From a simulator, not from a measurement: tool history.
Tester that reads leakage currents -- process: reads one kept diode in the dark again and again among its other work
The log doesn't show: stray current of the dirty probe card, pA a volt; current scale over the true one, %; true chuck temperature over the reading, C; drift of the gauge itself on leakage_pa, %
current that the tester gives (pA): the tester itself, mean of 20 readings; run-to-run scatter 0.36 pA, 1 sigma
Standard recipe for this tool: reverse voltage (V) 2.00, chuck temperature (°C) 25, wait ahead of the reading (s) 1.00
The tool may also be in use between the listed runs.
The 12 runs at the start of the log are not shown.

run	day	reverse voltage (V)	chuck temperature (°C)	wait ahead of the reading (s)	hours of work since the probe card was cleaned	hours of work since the tester was calibrated	hours of work since the chuck was calibrated	current that the tester gives (pA)
13	30.267	2.00	25	1.00	110	2146	1084	138.73
14	32.479	2.00	25	1.00	141	2177	1115	138.98
15	34.133	2.00	25	1.00	164	2200	1138	139.97
16	36.604	2.00	25	1.00	198	2234	1172	140.96
# day 38.738: chuck's temperature calibrated
17	39.358	2.00	25	1.00	235	2271	9	144.13
18	42.308	17.39	25	1.00	275	2311	49	453.98
19	44.817	3.02	25	1.00	310	2346	84	181.18
20	46.971	3.02	25	1.00	340	2375	113	180.94
# day 48.550: chuck's temperature calibrated, once more
21	49.296	19.58	56	5.91	370	2406	10	3774.00
22	51.688	19.58	56	5.91	403	2439	43	3782.28
23	53.167	6.97	56	8.67	424	2460	64	2223.97
24	56.004	5.12	31	4.35	463	2499	103	316.59
25	58.258	5.12	31	4.35	494	2530	134	320.31
26	60.225	5.12	31	4.35	521	2557	161	320.18
27	62.988	2.00	25	0.56	559	2595	199	123.56
28	65.738	1.44	25	1.00	597	2633	237	104.25
29	67.867	1.44	25	1.00	626	2662	266	104.87

Forecast run 30:
30	70.350	1.44	24	1.00	661	2697	300	?

current that the tester gives (pA): 97.16
If the tool had no hidden condition, the same run with the same run-to-run variation would have returned current that the tester gives (pA) 91.07.
